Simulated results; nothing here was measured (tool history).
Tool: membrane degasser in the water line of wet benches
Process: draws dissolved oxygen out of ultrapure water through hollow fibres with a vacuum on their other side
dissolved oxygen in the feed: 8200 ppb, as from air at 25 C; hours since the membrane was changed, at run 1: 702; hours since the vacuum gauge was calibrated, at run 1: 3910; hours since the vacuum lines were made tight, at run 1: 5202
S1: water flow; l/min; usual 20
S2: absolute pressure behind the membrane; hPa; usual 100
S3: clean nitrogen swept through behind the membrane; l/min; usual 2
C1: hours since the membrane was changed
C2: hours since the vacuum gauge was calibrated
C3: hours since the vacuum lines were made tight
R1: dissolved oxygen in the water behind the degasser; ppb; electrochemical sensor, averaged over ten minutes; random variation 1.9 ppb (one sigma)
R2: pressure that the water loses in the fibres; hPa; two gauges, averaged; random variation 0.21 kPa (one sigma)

run 1 hour=0 | S1=20 S2=100 S3=2 | C1=702 C2=3910 C3=5202 | R1=192.6 R2=500.3
run 2 hour=68 | S1=20 S2=100 S3=2 | C1=770 C2=3978 C3=5270 | R1=194.2 R2=500.4
run 3 hour=154.6 | S1=20 S2=100 S3=3.58 | C1=857 C2=4065 C3=5356 | R1=123.8 R2=503.1
run 4 hour=263.3 | S1=20 S2=100 S3=3.58 | C1=965 C2=4173 C3=5465 | R1=123.4 R2=499.2
run 5 hour=363.8 | S1=20 S2=100 S3=2 | C1=1066 C2=4274 C3=5565 | R1=191.1 R2=502.4
run 6 hour=462.1 | S1=20 S2=100 S3=2 | C1=1164 C2=4372 C3=5664 | R1=192.7 R2=501.9
run 7 hour=562.7 | S1=20 S2=100 S3=2 | C1=1265 C2=4473 C3=5764 | R1=194.8 R2=501.4
run 8 hour=624.2 | S1=20 S2=100 S3=2 | C1=1326 C2=4534 C3=5826 | R1=195 R2=503.4
run 9 hour=681.3 | S1=20 S2=100 S3=2.94 | C1=1383 C2=4591 C3=5883 | R1=148 R2=502.8
-- hour=692.6 vacuum gauge calibrated
run 10 hour=783.5 | S1=20 S2=100 S3=2.94 | C1=1485 C2=91 C3=5985 | R1=146.3 R2=503.4
run 11 hour=873.8 | S1=20 S2=100 S3=2 | C1=1575 C2=181 C3=6075 | R1=192.9 R2=506.4
run 12 hour=979.5 | S1=14 S2=100 S3=1.11 | C1=1681 C2=287 C3=6181 | R1=214.7 R2=352.6
-- hour=1043.2 vacuum gauge calibrated, once more
run 13 hour=1043.2 | S1=20 S2=100 S3=2.73 | C1=1744 C2=0 C3=6244 | R1=151 R2=503
run 14 hour=1102.5 | S1=20 S2=100 S3=1.34 | C1=1803 C2=59 C3=6303 | R1=256 R2=505
run 15 hour=1166 | S1=20 S2=100 S3=2.66 | C1=1867 C2=123 C3=6367 | R1=153.1 R2=501.5
run 16 hour=1217.3 | S1=23 S2=100 S3=2 | C1=1918 C2=174 C3=6418 | R1=230.1 R2=579.3
run 17 hour=1337.5 | S1=23 S2=100 S3=2 | C1=2038 C2=294 C3=6538 | R1=230.6 R2=579.4
run 18 hour=1407.9 | S1=26 S2=100 S3=5.63 | C1=2109 C2=365 C3=6608 | R1=150.7 R2=663.3
run 19 hour=1502.1 | S1=26 S2=171 S3=2.14 | C1=2203 C2=459 C3=6703 | R1=456.5 R2=658
run 20 hour=1594.7 | S1=20 S2=100 S3=2.27 | C1=2296 C2=551 C3=6795 | R1=174.6 R2=505.7
run 21 hour=1676.8 | S1=20 S2=100 S3=2.27 | C1=2378 C2=634 C3=6877 | R1=173.6 R2=508.4

Forecast each of these 3 alternatives for the next run:
run A hour=1770.4 | S1=20 S2=100 S3=2.19 | C1=2471 C2=727 C3=6971 | R1=? R2=?
run B hour=1770.4 | S1=20 S2=100 S3=2 | C1=2471 C2=727 C3=6971 | R1=? R2=?
run C hour=1770.4 | S1=14 S2=148 S3=0.97 | C1=2471 C2=727 C3=6971 | R1=? R2=?

run=A R1=184.3 R2=501.4
run=B R1=191 R2=510.5
run=C R1=384.8 R2=354.8
Without the tool's hidden state the same runs would have given:
run=A R1=177.1 R2=490.9
run=B R1=183.8 R2=499.8
run=C R1=373.5 R2=347.4
